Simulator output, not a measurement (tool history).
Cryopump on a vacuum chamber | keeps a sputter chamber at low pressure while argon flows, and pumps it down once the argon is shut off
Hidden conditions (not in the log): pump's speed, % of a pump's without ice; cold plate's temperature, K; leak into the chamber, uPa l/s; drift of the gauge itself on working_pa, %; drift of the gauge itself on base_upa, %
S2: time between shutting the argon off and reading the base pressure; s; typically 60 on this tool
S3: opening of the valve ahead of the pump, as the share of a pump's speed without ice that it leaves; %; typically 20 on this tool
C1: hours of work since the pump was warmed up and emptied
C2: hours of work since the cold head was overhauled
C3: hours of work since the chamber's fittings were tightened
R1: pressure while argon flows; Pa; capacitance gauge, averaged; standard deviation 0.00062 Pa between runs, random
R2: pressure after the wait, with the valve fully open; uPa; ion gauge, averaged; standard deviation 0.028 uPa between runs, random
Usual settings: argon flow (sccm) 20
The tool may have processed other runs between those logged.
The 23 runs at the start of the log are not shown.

{"run": 24, "hour": 245.3, "argon flow (sccm)": 21, "S2": 44, "S3": 20, "C1": 254, "C2": 577, "C3": 328, "R1": 0.1036, "R2": 2.05}
{"run": 25, "hour": 251.8, "argon flow (sccm)": 20, "S2": 93, "S3": 20, "C1": 259, "C2": 582, "C3": 333, "R1": 0.0991, "R2": 1.25}
{"run": 26, "hour": 262.5, "argon flow (sccm)": 23, "S2": 117, "S3": 20, "C1": 267, "C2": 590, "C3": 341, "R1": 0.1141, "R2": 1.06}
{"run": 27, "hour": 271.5, "argon flow (sccm)": 29, "S2": 202, "S3": 25, "C1": 274, "C2": 597, "C3": 348, "R1": 0.1168, "R2": 0.88}
{"run": 28, "hour": 277.9, "argon flow (sccm)": 29, "S2": 180, "S3": 25, "C1": 279, "C2": 602, "C3": 353, "R1": 0.1181, "R2": 0.89}
{"run": 29, "hour": 285.3, "argon flow (sccm)": 29, "S2": 180, "S3": 25, "C1": 284, "C2": 607, "C3": 358, "R1": 0.1174, "R2": 0.89}
{"run": 30, "hour": 292.3, "argon flow (sccm)": 32, "S2": 180, "S3": 58, "C1": 289, "C2": 612, "C3": 363, "R1": 0.0633, "R2": 0.93}
{"run": 31, "hour": 306.9, "argon flow (sccm)": 32, "S2": 180, "S3": 58, "C1": 300, "C2": 623, "C3": 374, "R1": 0.0626, "R2": 0.92}

Here are 5 independent what-if runs from the current tool condition. What would each one return?
{"run": "A", "hour": 317.6, "argon flow (sccm)": 32, "S2": 180, "S3": 41, "C1": 308, "C2": 631, "C3": 382, "R1": "?", "R2": "?"}
{"run": "B", "hour": 317.6, "argon flow (sccm)": 18, "S2": 34, "S3": 58, "C1": 308, "C2": 631, "C3": 382, "R1": "?", "R2": "?"}
{"run": "C", "hour": 317.6, "argon flow (sccm)": 22, "S2": 86, "S3": 43, "C1": 308, "C2": 631, "C3": 382, "R1": "?", "R2": "?"}
{"run": "D", "hour": 317.6, "argon flow (sccm)": 20, "S2": 69, "S3": 20, "C1": 308, "C2": 631, "C3": 382, "R1": "?", "R2": "?"}
{"run": "E", "hour": 317.6, "argon flow (sccm)": 21, "S2": 169, "S3": 45, "C1": 308, "C2": 631, "C3": 382, "R1": "?", "R2": "?"}

run=A R1=0.0849 R2=0.95
run=B R1=0.0358 R2=2.54
run=C R1=0.0565 R2=1.36
run=D R1=0.0994 R2=1.54
run=E R1=0.0514 R2=0.96
Had the tool no hidden state, the same runs would have come out as:
run=A R1=0.0724 R2=0.54
run=B R1=0.0288 R2=2.13
run=C R1=0.0478 R2=0.95
run=D R1=0.0916 R2=1.13
run=E R1=0.0431 R2=0.55

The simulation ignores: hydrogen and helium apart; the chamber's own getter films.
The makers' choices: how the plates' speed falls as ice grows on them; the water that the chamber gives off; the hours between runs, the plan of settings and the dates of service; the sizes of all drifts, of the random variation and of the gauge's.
